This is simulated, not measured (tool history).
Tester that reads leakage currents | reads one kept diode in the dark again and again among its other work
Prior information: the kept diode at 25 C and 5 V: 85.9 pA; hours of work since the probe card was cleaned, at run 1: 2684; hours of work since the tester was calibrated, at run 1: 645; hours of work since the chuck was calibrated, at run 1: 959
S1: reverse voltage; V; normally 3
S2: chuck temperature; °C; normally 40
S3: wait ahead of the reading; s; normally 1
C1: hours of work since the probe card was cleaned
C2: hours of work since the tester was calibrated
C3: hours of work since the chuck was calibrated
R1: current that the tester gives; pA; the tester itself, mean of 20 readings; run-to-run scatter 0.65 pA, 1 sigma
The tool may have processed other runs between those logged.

run   hour    S1  S2    S3    C1   C2    C3      R1
  1      0     3  40     1  2684  645   959  239.75
  2   37.8   3.9  40     1  2705  666   980  277.17
  3   74.8   3.9  40     1  2725  686  1001  278.03
  4  114.7     3  40     1  2747  708  1023  239.64
     121.6  -- probe card cleaned and baked
  5  148.1     3  40     1    15  725  1040  242.11
  6  191.7     3  40     1    39  749  1064  240.64
  7  213.6  1.09  43  0.47    51  762  1076  173.88
  8  239.4  1.09  43  0.47    65  776  1090  174.98
  9  277.5  3.87  41  0.62    86  797  1111  301.98
     286.2  -- chuck's temperature calibrated
 10  309.7     3  39  5.77   103  814    13  228.92

4 options for the next run, each taken on its own from the tool as it stands now. Forecast them:
     343.4  -- probe card cleaned and baked, once more
  A  353.4  8.38  52  0.39   6  836  36   ?
     343.4  -- probe card cleaned and baked, once more
  B  353.4  4.23  27  0.39   6  836  36   ?
     343.4  -- probe card cleaned and baked, once more
  C  353.4  2.11  22  5.77   6  836  36   ?
     343.4  -- probe card cleaned and baked, once more
  D  353.4     3  44  1.23   6  836  36   ?

run       R1
  A  1131.09
  B    95.19
  C    39.95
  D    338.6
The same runs, with their run-to-run variation unchanged, on a tool lacking any hidden condition would have given:
run       R1
  A  1147.54
  B    96.71
  C    40.61
  D   343.72
